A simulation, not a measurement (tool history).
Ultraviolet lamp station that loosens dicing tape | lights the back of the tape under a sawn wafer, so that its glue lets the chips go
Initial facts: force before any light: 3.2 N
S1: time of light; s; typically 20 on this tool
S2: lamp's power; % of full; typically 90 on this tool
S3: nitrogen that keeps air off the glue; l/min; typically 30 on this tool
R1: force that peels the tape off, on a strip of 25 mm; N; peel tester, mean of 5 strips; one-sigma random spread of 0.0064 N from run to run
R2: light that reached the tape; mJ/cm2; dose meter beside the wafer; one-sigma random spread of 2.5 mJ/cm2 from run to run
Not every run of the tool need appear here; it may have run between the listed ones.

run   hour  S1  S2  S3     R1   R2
  1      0  20  90  30  0.319  224
  2   25.3  20  90  30  0.346  222
  3   46.4  20  90  14  0.468  215
  4     83  20  90  30  0.366  212
  5  118.3  20  90  30  0.376  212
  6  134.7  20  90  30  0.395  206
     144.9  -- window cleaned of glue's vapour
  7  151.1  20  90  30  0.338  222
  8  176.3  20  90  30  0.346  221
  9    207  20  90  30  0.358  216
 10  230.2  20  90  30  0.364  213
 11  256.1  20  90  30  0.356  210
 12  272.6  20  90  30  0.377  207
 13  297.7  22  90  30  0.337  224
 14  318.8  29  90  33  0.189  289
 15    345  29  90  33  0.188  285
 16    376  29  90  33  0.191  280
 17  399.9  29  65  37   0.37  202
 18  418.3  15  73  25  1.005  114
 19  454.9  15  84  25  0.829  125
 20  479.5  33  76  16   0.34  254

Forecast run 21:
 21  508.6  22  90  46   ?   ?

{"run 21": {"R1": 0.378, "R2": 198}}
Without the tool's hidden state the same run would have given R1 0.139 N, R2 321 mJ/cm2.
